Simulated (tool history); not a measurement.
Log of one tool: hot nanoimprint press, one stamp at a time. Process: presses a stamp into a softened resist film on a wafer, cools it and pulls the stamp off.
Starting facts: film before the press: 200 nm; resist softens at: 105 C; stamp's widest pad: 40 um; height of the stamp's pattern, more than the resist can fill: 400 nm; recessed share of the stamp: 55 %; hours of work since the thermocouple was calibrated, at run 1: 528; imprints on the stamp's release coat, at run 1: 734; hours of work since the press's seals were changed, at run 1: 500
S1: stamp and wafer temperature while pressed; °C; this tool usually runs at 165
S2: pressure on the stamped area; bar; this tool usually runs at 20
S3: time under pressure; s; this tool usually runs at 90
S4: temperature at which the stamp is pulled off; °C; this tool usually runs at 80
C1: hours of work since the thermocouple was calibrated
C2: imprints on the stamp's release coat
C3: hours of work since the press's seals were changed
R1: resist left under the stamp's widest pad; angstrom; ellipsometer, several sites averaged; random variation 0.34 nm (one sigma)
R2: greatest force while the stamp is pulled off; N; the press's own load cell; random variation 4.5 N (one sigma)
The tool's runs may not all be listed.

{"run": 1, "day": 0.0, "S1": 165, "S2": 20, "S3": 90, "S4": 80, "C1": 528, "C2": 734, "C3": 500, "R1": 942, "R2": 247}
{"run": 2, "day": 0.896, "S1": 165, "S2": 20, "S3": 101, "S4": 80, "C1": 541, "C2": 833, "C3": 513, "R1": 902, "R2": 252}
{"run": 3, "day": 1.8, "S1": 165, "S2": 20, "S3": 101, "S4": 80, "C1": 555, "C2": 934, "C3": 527, "R1": 894, "R2": 267}
{"run": 4, "day": 2.904, "S1": 165, "S2": 20, "S3": 90, "S4": 84, "C1": 572, "C2": 1056, "C3": 544, "R1": 934, "R2": 251}
{"day": 3.512, "done": "plate thermocouple calibrated"}
{"run": 5, "day": 3.971, "S1": 160, "S2": 20, "S3": 90, "S4": 80, "C1": 7, "C2": 1161, "C3": 558, "R1": 1043, "R2": 268}
{"run": 6, "day": 4.929, "S1": 165, "S2": 20, "S3": 90, "S4": 80, "C1": 22, "C2": 1267, "C3": 573, "R1": 891, "R2": 264}
{"run": 7, "day": 6.046, "S1": 165, "S2": 20, "S3": 90, "S4": 82, "C1": 38, "C2": 1390, "C3": 589, "R1": 892, "R2": 271}
{"day": 6.712, "done": "plate thermocouple calibrated, once more"}
{"run": 8, "day": 7.362, "S1": 165, "S2": 20, "S3": 90, "S4": 84, "C1": 10, "C2": 1522, "C3": 608, "R1": 1000, "R2": 288}
{"day": 8.154, "done": "press's hydraulic seals changed and the load cell set to zero"}
{"run": 9, "day": 8.275, "S1": 165, "S2": 20, "S3": 90, "S4": 86, "C1": 19, "C2": 1586, "C3": 2, "R1": 973, "R2": 277}
{"run": 10, "day": 9.346, "S1": 165, "S2": 20, "S3": 90, "S4": 86, "C1": 35, "C2": 1705, "C3": 18, "R1": 981, "R2": 291}
{"day": 10.075, "done": "stamp cleaned and given a new release coat"}
{"run": 11, "day": 10.767, "S1": 165, "S2": 20, "S3": 90, "S4": 86, "C1": 53, "C2": 77, "C3": 36, "R1": 976, "R2": 204}
{"run": 12, "day": 11.533, "S1": 165, "S2": 20, "S3": 90, "S4": 86, "C1": 64, "C2": 162, "C3": 48, "R1": 977, "R2": 205}
{"run": 13, "day": 12.9, "S1": 165, "S2": 20, "S3": 90, "S4": 86, "C1": 85, "C2": 313, "C3": 68, "R1": 976, "R2": 208}
{"run": 14, "day": 14.217, "S1": 162, "S2": 20, "S3": 178, "S4": 80, "C1": 105, "C2": 459, "C3": 88, "R1": 832, "R2": 244}
{"run": 15, "day": 15.05, "S1": 172, "S2": 13.6, "S3": 178, "S4": 80, "C1": 118, "C2": 551, "C3": 101, "R1": 720, "R2": 251}
{"run": 16, "day": 16.408, "S1": 172, "S2": 31.2, "S3": 52, "S4": 81, "C1": 138, "C2": 702, "C3": 122, "R1": 779, "R2": 253}
{"run": 17, "day": 17.321, "S1": 172, "S2": 31.2, "S3": 52, "S4": 81, "C1": 152, "C2": 803, "C3": 135, "R1": 776, "R2": 256}
{"run": 18, "day": 17.904, "S1": 175, "S2": 20, "S3": 106, "S4": 80, "C1": 161, "C2": 868, "C3": 144, "R1": 665, "R2": 273}
{"run": 19, "day": 18.938, "S1": 171, "S2": 18.5, "S3": 141, "S4": 75, "C1": 177, "C2": 982, "C3": 160, "R1": 697, "R2": 302}
{"run": 20, "day": 20.104, "S1": 171, "S2": 18.5, "S3": 141, "S4": 75, "C1": 195, "C2": 1111, "C3": 178, "R1": 699, "R2": 314}
{"run": 21, "day": 21.162, "S1": 159, "S2": 26.6, "S3": 103, "S4": 75, "C1": 211, "C2": 1228, "C3": 194, "R1": 982, "R2": 316}
{"run": 22, "day": 22.208, "S1": 154, "S2": 26.6, "S3": 47, "S4": 75, "C1": 226, "C2": 1344, "C3": 210, "R1": 1446, "R2": 323}
{"run": 23, "day": 23.558, "S1": 161, "S2": 25.4, "S3": 75, "S4": 88, "C1": 247, "C2": 1494, "C3": 230, "R1": 1046, "R2": 255}

5 ways to go on from here, each from the tool as it stands after run 23. What would each give?
{"run": "A", "day": 24.608, "S1": 167, "S2": 16, "S3": 90, "S4": 80, "C1": 263, "C2": 1610, "C3": 246, "R1": "?", "R2": "?"}
{"run": "B", "day": 24.608, "S1": 161, "S2": 25.4, "S3": 75, "S4": 72, "C1": 263, "C2": 1610, "C3": 246, "R1": "?", "R2": "?"}
{"run": "C", "day": 24.608, "S1": 161, "S2": 25.9, "S3": 75, "S4": 69, "C1": 263, "C2": 1610, "C3": 246, "R1": "?", "R2": "?"}
{"run": "D", "day": 24.608, "S1": 165, "S2": 30.4, "S3": 90, "S4": 74, "C1": 263, "C2": 1610, "C3": 246, "R1": "?", "R2": "?"}
{"run": "E", "day": 24.608, "S1": 165, "S2": 22.7, "S3": 56, "S4": 80, "C1": 263, "C2": 1610, "C3": 246, "R1": "?", "R2": "?"}

run=A R1=995 R2=315
run=B R1=1044 R2=357
run=C R1=1036 R2=393
run=D R1=792 R2=359
run=E R1=1069 R2=319
What these runs would have given with no unlogged condition in the tool:
run=A R1=1017 R2=218
run=B R1=1065 R2=247
run=C R1=1057 R2=271
run=D R1=806 R2=248
run=E R1=1089 R2=221
